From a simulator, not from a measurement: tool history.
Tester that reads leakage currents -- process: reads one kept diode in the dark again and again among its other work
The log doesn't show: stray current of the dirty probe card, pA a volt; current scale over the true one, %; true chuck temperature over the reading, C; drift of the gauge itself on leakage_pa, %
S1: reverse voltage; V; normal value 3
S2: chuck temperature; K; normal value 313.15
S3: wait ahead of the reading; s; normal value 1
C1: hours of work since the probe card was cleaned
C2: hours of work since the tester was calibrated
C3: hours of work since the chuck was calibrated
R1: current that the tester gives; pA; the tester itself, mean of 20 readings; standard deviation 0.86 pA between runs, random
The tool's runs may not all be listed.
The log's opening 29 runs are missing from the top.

run,day,S1,S2,S3,C1,C2,C3,R1
30,44.288,3,313.15,3.68,845,1448,2167,294.7
31,45.371,9.34,298.15,0.52,858,1460,2179,134.01
32,47.108,9.34,298.15,0.52,877,1480,2199,133.84
33,48.771,4.86,330.15,0.52,896,1499,2218,1229.76
34,49.662,4.86,330.15,0.52,906,1509,2228,1236.19
35,51.25,5.37,317.15,2.53,924,1527,2246,493.99
36,52.592,5.37,317.15,2.53,940,1542,2261,494.42
37,54.092,8.6,307.15,1,957,1559,2278,267.02
38,56.175,5.93,317.15,0.74,980,1583,2302,512.76
39,57.171,1.31,306.15,0.43,992,1594,2313,126.02
40,58.642,10.75,295.15,1,1008,1611,2330,107.98

Forecast each of these 4 alternatives for the next run:
A,59.575,3,313.15,1.71,1019,1622,2341,?
B,59.575,3,301.15,3.33,1019,1622,2341,?
C,59.575,6.66,305.15,0.32,1019,1622,2341,?
D,59.575,10.75,308.15,1,1019,1622,2341,?

run,R1
A,294.64
B,111.37
C,211.43
D,314.9
Stripped of hidden state, with their random variation kept, the same runs would have yielded:
run,R1
A,306.77
B,116.09
C,219.81
D,327.14

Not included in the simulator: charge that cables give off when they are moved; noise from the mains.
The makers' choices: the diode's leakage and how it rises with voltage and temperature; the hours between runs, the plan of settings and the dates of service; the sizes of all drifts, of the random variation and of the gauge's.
